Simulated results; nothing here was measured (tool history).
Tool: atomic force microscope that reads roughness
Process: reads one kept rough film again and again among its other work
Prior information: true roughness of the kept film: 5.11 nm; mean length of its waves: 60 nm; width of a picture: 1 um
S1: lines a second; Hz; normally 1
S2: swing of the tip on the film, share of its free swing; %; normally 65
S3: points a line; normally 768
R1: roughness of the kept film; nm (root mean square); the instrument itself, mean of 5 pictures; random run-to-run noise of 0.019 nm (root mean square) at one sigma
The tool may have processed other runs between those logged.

run	hour	S1	S2	S3	R1
1	0	1	65	768	4.683
2	14.6	1	75	768	4.504
3	43.6	1	75	768	4.346
4	67.4	1	75	768	4.203
5	82.6	1	73	768	4.138
# hour 91.7: new tip fitted
6	110.3	1	73	768	4.533
7	125.8	2.37	73	768	4.175
8	139.3	0.55	55	768	4.453
9	157.3	1.38	78	414	4.065
10	182.5	1.38	78	414	3.953

Each row is a separate what-if for the run after 10, all from the same tool condition, not one after another. Results?
# hour 185.7: new tip fitted
A	208	1.38	85	395	?
# hour 185.7: new tip fitted
B	208	0.81	59	302	?
# hour 185.7: new tip fitted
C	208	0.65	74	845	?
# hour 185.7: new tip fitted
D	208	2.15	86	574	?
# hour 185.7: new tip fitted
E	208	2.69	65	449	?

run	R1
A	4.206
B	4.567
C	4.506
D	3.93
E	4.348
With no hidden state in the tool, these same runs would have given:
run	R1
A	4.363
B	4.737
C	4.674
D	4.076
E	4.509

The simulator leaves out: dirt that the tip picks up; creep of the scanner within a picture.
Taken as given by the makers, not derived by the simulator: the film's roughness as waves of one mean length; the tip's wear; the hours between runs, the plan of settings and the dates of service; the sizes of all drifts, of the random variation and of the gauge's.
